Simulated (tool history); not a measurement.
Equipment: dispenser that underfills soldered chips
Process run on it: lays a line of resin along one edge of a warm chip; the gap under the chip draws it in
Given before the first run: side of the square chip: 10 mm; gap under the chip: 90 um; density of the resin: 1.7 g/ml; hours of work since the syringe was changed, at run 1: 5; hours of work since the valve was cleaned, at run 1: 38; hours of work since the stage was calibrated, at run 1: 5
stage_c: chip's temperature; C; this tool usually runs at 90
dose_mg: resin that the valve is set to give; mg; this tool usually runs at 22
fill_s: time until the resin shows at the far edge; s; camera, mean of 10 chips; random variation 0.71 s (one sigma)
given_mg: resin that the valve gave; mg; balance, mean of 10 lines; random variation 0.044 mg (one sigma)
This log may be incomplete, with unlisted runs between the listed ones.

run	hour	stage_c	dose_mg	hours of work since the syringe was changed	hours of work since the valve was cleaned	hours of work since the stage was calibrated	fill_s	given_mg
1	0	90	22	5	38	5	79.9	21.34
# hour 6: new syringe of resin
2	10.8	90	22	3	46	12	76.4	21.33
3	17.9	90	22	8	51	17	99.8	21.19
# hour 19: new syringe of resin
# hour 26.1: dispensing valve cleaned and set on the balance
4	29	90	22	6	2	24	90.2	21.95
# hour 33: new syringe of resin
5	37.4	90	22	3	8	29	75.3	21.89
6	44.8	90	22	8	13	35	99.2	21.75
# hour 46: new syringe of resin
7	52.2	90	22	4	18	40	81.2	21.72
# hour 58.9: new syringe of resin
8	60.3	90	22	1	23	45	68.3	21.63
9	69	90	22	7	29	51	95.1	21.47
# hour 72.3: new syringe of resin
10	77	90	22	3	35	57	77.6	21.37
# hour 85.4: new syringe of resin
11	88.6	90	22	2	43	64	70.9	21.24
12	97	90	22	8	48	70	97.5	21.22
# hour 98.3: new syringe of resin
13	104.6	92	23.9	4	54	75	76.5	23.01

Run 14, settings as shown, results not yet in. Your forecast:
# hour 108.8: dispensing valve cleaned and set on the balance
# hour 112.1: new syringe of resin
14	115.2	76	21	2	4	82	?	?

{"run 14": {"fill_s": 110.6, "given_mg": 20.98}}
On a tool with no hidden condition, and with the same random variation, this run would have come out at fill_s 97.6 s, given_mg 21.04 mg.
